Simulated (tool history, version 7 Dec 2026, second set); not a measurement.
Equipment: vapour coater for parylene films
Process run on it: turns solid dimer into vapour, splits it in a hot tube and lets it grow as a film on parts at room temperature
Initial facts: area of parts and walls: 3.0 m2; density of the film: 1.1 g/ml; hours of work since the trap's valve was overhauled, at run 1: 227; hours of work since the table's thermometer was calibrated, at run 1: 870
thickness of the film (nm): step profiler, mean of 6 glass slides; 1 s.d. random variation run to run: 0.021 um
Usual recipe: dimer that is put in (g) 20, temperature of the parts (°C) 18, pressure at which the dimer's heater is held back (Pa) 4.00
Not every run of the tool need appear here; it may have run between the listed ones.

run   hour  dimer that is put in (g)  temperature of the parts (°C)  pressure at which the dimer's heater is held back (Pa)  hours of work since the trap's valve was overhauled  hours of work since the table's thermometer was calibrated  thickness of the film (nm)
  1    0.0                        20                             18                                                    4.00                                                  227                                                         870                        3960
  2   22.8                        20                             18                                                    4.00                                                  243                                                         885                        3920
  3   64.7                        20                             18                                                    4.00                                                  271                                                         914                        3920
  4  105.9                        20                             18                                                    4.00                                                  299                                                         942                        3890
  5  135.9                        20                             18                                                    4.00                                                  320                                                         962                        3850
  6  156.6                        11                             18                                                    4.00                                                  334                                                         976                        2130
  7  182.8                        20                             18                                                    4.00                                                  351                                                         994                        3820
  8  226.5                        20                             14                                                    4.00                                                  381                                                        1024                        4110
  9  260.4                        20                             14                                                    4.00                                                  404                                                        1047                        4100
     277.7  -- trap's valve overhauled
 10  288.1                        20                             14                                                    4.00                                                    7                                                        1063                        4520
 11  336.6                        20                             14                                                    4.00                                                   40                                                        1096                        4430
 12  364.3                        20                             18                                                    2.07                                                   59                                                        1115                        4400
 13  410.0                        20                             18                                                    2.07                                                   90                                                        1146                        4410
 14  455.1                        10                             11                                                    7.71                                                  121                                                        1176                        2130
 15  475.3                        11                             12                                                    5.28                                                  134                                                        1190                        2410
 16  509.8                        26                             25                                                    2.85                                                  158                                                        1214                        4820
 17  550.6                        26                             25                                                    2.85                                                  185                                                        1241                        4770
 18  598.5                        26                             25                                                    3.44                                                  218                                                        1274                        4630
 19  627.5                        20                             11                                                    2.75                                                  238                                                        1294                        4670
 20  674.8                        20                             11                                                    2.75                                                  270                                                        1326                        4650
 21  708.5                        22                             27                                                    5.70                                                  293                                                        1349                        3550
 22  732.3                         9                             29                                                    2.08                                                  309                                                        1365                        1550
 23  774.8                         9                             11                                                    2.08                                                  338                                                        1394                        2110
 24  796.8                        21                             18                                                    5.08                                                  353                                                        1409                        3910
 25  844.1                        21                             18                                                    5.08                                                  385                                                        1441                        3940
 26  879.2                        22                             16                                                    2.09                                                  409                                                        1465                        4670

Consider 5 possible next runs. They are alternatives, not a sequence: every one starts from the tool as it was left by run 26. What does each give?
     890.3  -- trap's valve overhauled
  A  905.6                        20                             18                                                    5.30                                                   10                                                        1480                           ?
     890.3  -- trap's valve overhauled
  B  905.6                        22                             12                                                    2.09                                                   10                                                        1480                           ?
     890.3  -- trap's valve overhauled
  C  905.6                        16                             21                                                    6.19                                                   10                                                        1480                           ?
     890.3  -- trap's valve overhauled
  D  905.6                         9                             15                                                    3.84                                                   10                                                        1480                           ?
     890.3  -- trap's valve overhauled
  E  905.6                        12                             20                                                    5.67                                                   10                                                        1480                           ?

run  thickness of the film (nm)
  A                        4110
  B                        5560
  C                        3040
  D                        2020
  E                        2320
With the hidden condition removed and each run's random variation left untouched, the same runs would have given:
run  thickness of the film (nm)
  A                        4060
  B                        5490
  C                        3000
  D                        1990
  E                        2290
